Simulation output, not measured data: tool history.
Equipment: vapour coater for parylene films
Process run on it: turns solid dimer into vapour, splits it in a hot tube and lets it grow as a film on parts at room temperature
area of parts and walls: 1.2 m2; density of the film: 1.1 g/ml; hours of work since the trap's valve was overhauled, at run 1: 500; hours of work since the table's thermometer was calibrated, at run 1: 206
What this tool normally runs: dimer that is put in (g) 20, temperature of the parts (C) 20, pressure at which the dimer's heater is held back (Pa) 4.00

run	hour	dimer that is put in (g)	temperature of the parts (C)	pressure at which the dimer's heater is held back (Pa)	hours of work since the trap's valve was overhauled	hours of work since the table's thermometer was calibrated	thickness of the film (µm)
1	0.0	20	20	4.00	500	206	11.31
2	26.9	10	20	4.00	521	228	5.56
3	51.5	10	20	4.00	540	247	5.47
# hour 78.9: trap's valve overhauled
4	80.5	10	20	4.00	1	267	5.26
5	92.7	20	20	2.13	11	276	11.21
6	111.1	20	20	2.13	25	291	11.23
7	124.2	20	20	2.13	36	301	11.12
# hour 152.3: trap's valve overhauled, once more
8	155.1	20	20	2.13	2	323	13.05
9	176.1	20	13	4.00	19	339	14.76
10	191.7	20	20	4.00	31	351	11.85
11	213.9	17	17	4.00	49	369	11.20
12	240.3	26	23	6.90	69	390	13.25

Expected results for the next run?
13	252.0	21	17	2.50	79	399	?

Run 13 yielded thickness of the film (µm) 14.50.
If the tool had no hidden condition, the same run with the same run-to-run variation would have returned thickness of the film (µm) 15.13.

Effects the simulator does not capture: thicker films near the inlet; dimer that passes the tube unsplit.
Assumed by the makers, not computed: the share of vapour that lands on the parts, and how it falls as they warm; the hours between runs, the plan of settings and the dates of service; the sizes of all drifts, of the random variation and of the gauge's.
